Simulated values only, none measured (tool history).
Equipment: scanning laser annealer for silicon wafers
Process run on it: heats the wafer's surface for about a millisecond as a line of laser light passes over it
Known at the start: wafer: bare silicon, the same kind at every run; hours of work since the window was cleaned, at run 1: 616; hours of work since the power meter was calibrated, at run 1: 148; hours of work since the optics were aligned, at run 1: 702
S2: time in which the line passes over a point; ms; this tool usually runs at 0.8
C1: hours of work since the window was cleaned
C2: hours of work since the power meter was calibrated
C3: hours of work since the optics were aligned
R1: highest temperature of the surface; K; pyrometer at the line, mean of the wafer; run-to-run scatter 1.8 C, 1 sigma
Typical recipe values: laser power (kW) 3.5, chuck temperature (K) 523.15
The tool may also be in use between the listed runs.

Run 1, hour 0: usual settings; C1 616; C2 148; C3 702. Result: R1 1272.15 K.
Run 2, hour 12.6: usual settings but chuck temperature (K) 498.15; C1 623; C2 156; C3 710. Result: R1 1248.15 K.
Run 3, hour 24.5: usual settings but chuck temperature (K) 498.15; C1 631; C2 163; C3 717. Result: R1 1247.15 K.
At hour 31.5: window over the wafer cleaned.
Run 4, hour 33.9: usual settings; C1 1; C2 167; C3 722. Result: R1 1267.15 K.
Run 5, hour 44: usual settings; C1 8; C2 173; C3 728. Result: R1 1265.15 K.
Run 6, hour 53: usual settings but chuck temperature (K) 490.15; C1 13; C2 179; C3 733. Result: R1 1232.15 K.
Run 7, hour 64.6: usual settings but laser power (kW) 3.288; C1 20; C2 186; C3 740. Result: R1 1215.15 K.
Run 8, hour 77: usual settings but laser power (kW) 3.288; C1 28; C2 193; C3 748. Result: R1 1217.15 K.
Run 9, hour 92.2: usual settings but laser power (kW) 3.288; C1 37; C2 203; C3 757. Result: R1 1213.15 K.
Run 10, hour 99.4: usual settings but laser power (kW) 3.288; C1 41; C2 207; C3 761. Result: R1 1216.15 K.
Run 11, hour 107.8: usual settings but laser power (kW) 3.288; C1 46; C2 212; C3 766. Result: R1 1215.15 K.
At hour 117: window over the wafer cleaned, once more.
Run 12, hour 117.5: usual settings but S2 0.903 ms, chuck temperature (K) 513.15; C1 0; C2 217; C3 771. Result: R1 1325.15 K.
Run 13, hour 128.9: usual settings but S2 0.801 ms, chuck temperature (K) 536.15; C1 7; C2 224; C3 778. Result: R1 1307.15 K.
Run 14, hour 140.3: usual settings but laser power (kW) 3.167, S2 0.801 ms, chuck temperature (K) 556.15; C1 14; C2 231; C3 785. Result: R1 1247.15 K.
Run 15, hour 151.2: usual settings but laser power (kW) 3.228, S2 0.984 ms, chuck temperature (K) 532.15; C1 21; C2 237; C3 791. Result: R1 1305.15 K.
Run 16, hour 160.1: usual settings but laser power (kW) 3.382, S2 0.576 ms, chuck temperature (K) 500.15; C1 26; C2 243; C3 797. Result: R1 1142.15 K.
Run 17, hour 170.3: usual settings but S2 0.71 ms; C1 32; C2 249; C3 803. Result: R1 1255.15 K.

Run 18, settings as shown, results not yet in. Your forecast:
Run 18, hour 178.9: usual settings but laser power (kW) 3.718, S2 0.789 ms; C1 38; C2 254; C3 808. Result: R1 ?.

{"run 18": {"R1": 1339.15}}
With the hidden condition absent and the run-to-run variation left alone, this run would have shown R1 1358.15 K.

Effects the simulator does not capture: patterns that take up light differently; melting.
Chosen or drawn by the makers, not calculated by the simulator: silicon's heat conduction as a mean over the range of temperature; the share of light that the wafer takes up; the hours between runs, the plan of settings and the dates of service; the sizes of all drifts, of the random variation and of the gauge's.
